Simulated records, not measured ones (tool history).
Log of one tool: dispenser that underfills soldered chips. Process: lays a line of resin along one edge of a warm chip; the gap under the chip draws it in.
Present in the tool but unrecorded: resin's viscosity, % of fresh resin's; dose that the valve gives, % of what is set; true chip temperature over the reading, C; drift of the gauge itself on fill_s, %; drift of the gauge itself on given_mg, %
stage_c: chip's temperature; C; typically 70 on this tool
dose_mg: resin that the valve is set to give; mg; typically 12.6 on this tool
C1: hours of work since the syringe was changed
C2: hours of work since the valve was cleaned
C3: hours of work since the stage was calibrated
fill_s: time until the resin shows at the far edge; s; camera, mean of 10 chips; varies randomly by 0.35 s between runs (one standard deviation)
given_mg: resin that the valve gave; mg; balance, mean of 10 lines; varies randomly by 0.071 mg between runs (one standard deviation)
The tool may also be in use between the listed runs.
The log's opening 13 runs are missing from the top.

At hour 61.7: new syringe of resin.
Run 14, hour 64.3: usual settings but dose_mg 13.6 mg; C1 2; C2 60; C3 146. Result: fill_s 20.3 s, given_mg 12.78 mg.
Run 15, hour 67.3: usual settings but dose_mg 13.6 mg; C1 4; C2 62; C3 149. Result: fill_s 23.4 s, given_mg 12.9 mg.
Run 16, hour 72.4: usual settings but dose_mg 13.6 mg; C1 8; C2 66; C3 153. Result: fill_s 31.6 s, given_mg 12.7 mg.
Run 17, hour 76: usual settings but dose_mg 13.6 mg; C1 11; C2 69; C3 156. Result: fill_s 37.5 s, given_mg 12.66 mg.
At hour 76.8: new syringe of resin.
Run 18, hour 79.9: usual settings but dose_mg 13.6 mg; C1 2; C2 72; C3 158. Result: fill_s 19.7 s, given_mg 12.64 mg.
Run 19, hour 84.6: usual settings but stage_c 71 C, dose_mg 13.8 mg; C1 6; C2 76; C3 162. Result: fill_s 25.3 s, given_mg 12.93 mg.
Run 20, hour 89.2: usual settings but stage_c 71 C, dose_mg 13.8 mg; C1 10; C2 79; C3 166. Result: fill_s 33 s, given_mg 12.69 mg.
At hour 92.3: new syringe of resin.
Run 21, hour 95.1: usual settings but stage_c 79 C, dose_mg 10.8 mg; C1 2; C2 84; C3 170. Result: fill_s 14.7 s, given_mg 9.93 mg.
Run 22, hour 99.6: usual settings but stage_c 79 C, dose_mg 13.1 mg; C1 6; C2 87; C3 174. Result: fill_s 18.6 s, given_mg 11.99 mg.
Run 23, hour 104.4: usual settings but stage_c 71 C, dose_mg 12.5 mg; C1 9; C2 91; C3 177. Result: fill_s 32.7 s, given_mg 11.46 mg.
At hour 107.6: new syringe of resin.
Run 24, hour 110.6: usual settings but stage_c 68 C, dose_mg 11.3 mg; C1 2; C2 96; C3 182. Result: fill_s 23.5 s, given_mg 10.22 mg.
Run 25, hour 115.9: usual settings but stage_c 82 C; C1 7; C2 100; C3 186. Result: fill_s 17.9 s, given_mg 11.32 mg.

Run 26 comes next. What will it give?
Run 26, hour 118.7: usual settings but stage_c 69 C, dose_mg 11.9 mg; C1 9; C2 102; C3 188. Result: fill_s ?, given_mg ?.

fill_s: 34.4 s
given_mg: 10.6 mg
Minus the tool's unlogged condition, the same run would have read fill_s 19 s, given_mg 11.76 mg.
